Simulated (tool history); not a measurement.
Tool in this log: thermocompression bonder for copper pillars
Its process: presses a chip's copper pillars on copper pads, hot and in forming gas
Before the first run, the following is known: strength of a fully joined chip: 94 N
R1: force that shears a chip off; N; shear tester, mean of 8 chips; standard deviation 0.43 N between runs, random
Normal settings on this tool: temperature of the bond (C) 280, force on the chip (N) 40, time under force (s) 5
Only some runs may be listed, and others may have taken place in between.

run 1 hour=0.0 | temperature_of_the_bond_(C)=280 force_on_the_chip_(N)=40 time_under_force_(s)=5 | R1=35.4
run 2 hour=24.7 | temperature_of_the_bond_(C)=280 force_on_the_chip_(N)=40 time_under_force_(s)=5 | R1=35.0
run 3 hour=35.2 | temperature_of_the_bond_(C)=280 force_on_the_chip_(N)=25 time_under_force_(s)=5 | R1=18.9
run 4 hour=46.8 | temperature_of_the_bond_(C)=280 force_on_the_chip_(N)=25 time_under_force_(s)=5 | R1=19.5
run 5 hour=61.6 | temperature_of_the_bond_(C)=280 force_on_the_chip_(N)=40 time_under_force_(s)=5 | R1=35.0
run 6 hour=74.0 | temperature_of_the_bond_(C)=280 force_on_the_chip_(N)=40 time_under_force_(s)=5 | R1=33.6
run 7 hour=85.2 | temperature_of_the_bond_(C)=298 force_on_the_chip_(N)=57 time_under_force_(s)=10 | R1=72.1
run 8 hour=110.3 | temperature_of_the_bond_(C)=287 force_on_the_chip_(N)=57 time_under_force_(s)=7 | R1=59.8
run 9 hour=135.1 | temperature_of_the_bond_(C)=292 force_on_the_chip_(N)=40 time_under_force_(s)=5 | R1=39.6
run 10 hour=157.4 | temperature_of_the_bond_(C)=280 force_on_the_chip_(N)=32 time_under_force_(s)=5 | R1=25.7
run 11 hour=172.3 | temperature_of_the_bond_(C)=290 force_on_the_chip_(N)=48 time_under_force_(s)=6 | R1=49.2

5 options for the next run, each taken on its own from the tool as it stands now. Forecast them:
-- hour=187.1 forming gas filter changed
run A hour=197.8 | temperature_of_the_bond_(C)=271 force_on_the_chip_(N)=32 time_under_force_(s)=13 | R1=?
-- hour=187.1 forming gas filter changed
run B hour=197.8 | temperature_of_the_bond_(C)=305 force_on_the_chip_(N)=53 time_under_force_(s)=6 | R1=?
-- hour=187.1 forming gas filter changed
run C hour=197.8 | temperature_of_the_bond_(C)=272 force_on_the_chip_(N)=54 time_under_force_(s)=9 | R1=?
-- hour=187.1 forming gas filter changed
run D hour=197.8 | temperature_of_the_bond_(C)=280 force_on_the_chip_(N)=40 time_under_force_(s)=5 | R1=?
-- hour=187.1 forming gas filter changed
run E hour=197.8 | temperature_of_the_bond_(C)=268 force_on_the_chip_(N)=27 time_under_force_(s)=14 | R1=?

run=A R1=34.2
run=B R1=66.7
run=C R1=54.6
run=D R1=35.6
run=E R1=27.4
The same runs, with their run-to-run variation unchanged, on a tool lacking any hidden condition would have given:
run=A R1=35.7
run=B R1=68.2
run=C R1=56.4
run=D R1=37.1
run=E R1=28.7

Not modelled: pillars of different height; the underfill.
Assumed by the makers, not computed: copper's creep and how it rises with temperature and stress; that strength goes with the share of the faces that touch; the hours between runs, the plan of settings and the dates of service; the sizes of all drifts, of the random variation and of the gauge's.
